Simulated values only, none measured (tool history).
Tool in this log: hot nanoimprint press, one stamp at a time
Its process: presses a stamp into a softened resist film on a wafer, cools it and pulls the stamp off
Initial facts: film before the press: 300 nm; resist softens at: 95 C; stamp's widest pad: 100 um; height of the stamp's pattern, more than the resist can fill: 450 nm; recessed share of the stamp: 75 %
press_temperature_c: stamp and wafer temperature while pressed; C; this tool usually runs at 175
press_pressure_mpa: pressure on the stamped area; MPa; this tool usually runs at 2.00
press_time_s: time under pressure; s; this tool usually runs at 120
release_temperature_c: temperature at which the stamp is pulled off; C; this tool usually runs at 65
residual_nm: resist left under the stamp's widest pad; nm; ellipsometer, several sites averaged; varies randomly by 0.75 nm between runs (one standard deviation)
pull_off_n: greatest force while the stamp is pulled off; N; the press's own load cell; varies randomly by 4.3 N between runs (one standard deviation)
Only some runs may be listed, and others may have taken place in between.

| run | hour | press_temperature_c | press_pressure_mpa | press_time_s | release_temperature_c | residual_nm | pull_off_n |
|---|---|---|---|---|---|---|---|
| 1 | 0.0 | 175 | 2.00 | 120 | 65 | 120.9 | 233 |
| 2 | 7.6 | 175 | 2.00 | 89 | 65 | 131.7 | 236 |
| 3 | 13.2 | 175 | 2.00 | 120 | 65 | 120.9 | 237 |
| 4 | 19.1 | 175 | 2.00 | 120 | 65 | 121.4 | 240 |
| 5 | 22.9 | 175 | 2.00 | 120 | 65 | 119.5 | 232 |
| 6 | 32.0 | 175 | 2.00 | 120 | 65 | 120.1 | 231 |
| 7 | 37.2 | 175 | 2.78 | 120 | 65 | 98.3 | 244 |
| 8 | 43.4 | 171 | 3.09 | 120 | 65 | 109.4 | 247 |
| 9 | 47.1 | 182 | 1.85 | 120 | 65 | 96.6 | 232 |
| 10 | 53.8 | 166 | 1.42 | 190 | 54 | 177.2 | 273 |
| 11 | 60.5 | 175 | 2.00 | 79 | 54 | 137.0 | 273 |
| 12 | 67.9 | 175 | 2.00 | 79 | 54 | 137.4 | 292 |
| 13 | 73.1 | 175 | 2.00 | 79 | 54 | 136.0 | 279 |

Below are 4 alternative next runs, each starting from the tool's condition after run 13. Predict each:
|  | 85.8 | stamp cleaned and given a new release coat |
| A | 87.0 | 181 | 1.35 | 120 | 62 | ? | ? |
|  | 85.8 | stamp cleaned and given a new release coat |
| B | 87.0 | 186 | 2.00 | 120 | 65 | ? | ? |
|  | 85.8 | stamp cleaned and given a new release coat |
| C | 87.0 | 165 | 2.00 | 120 | 65 | ? | ? |
|  | 85.8 | stamp cleaned and given a new release coat |
| D | 87.0 | 175 | 2.83 | 218 | 55 | ? | ? |

| run | residual_nm | pull_off_n |
|---|---|---|
| A | 121.0 | 214 |
| B | 79.1 | 207 |
| C | 176.8 | 202 |
| D | 78.5 | 216 |
Without the tool's unlogged condition, the same runs would have read:
| run | residual_nm | pull_off_n |
|---|---|---|
| A | 126.8 | 217 |
| B | 82.8 | 210 |
| C | 185.6 | 205 |
| D | 82.8 | 219 |
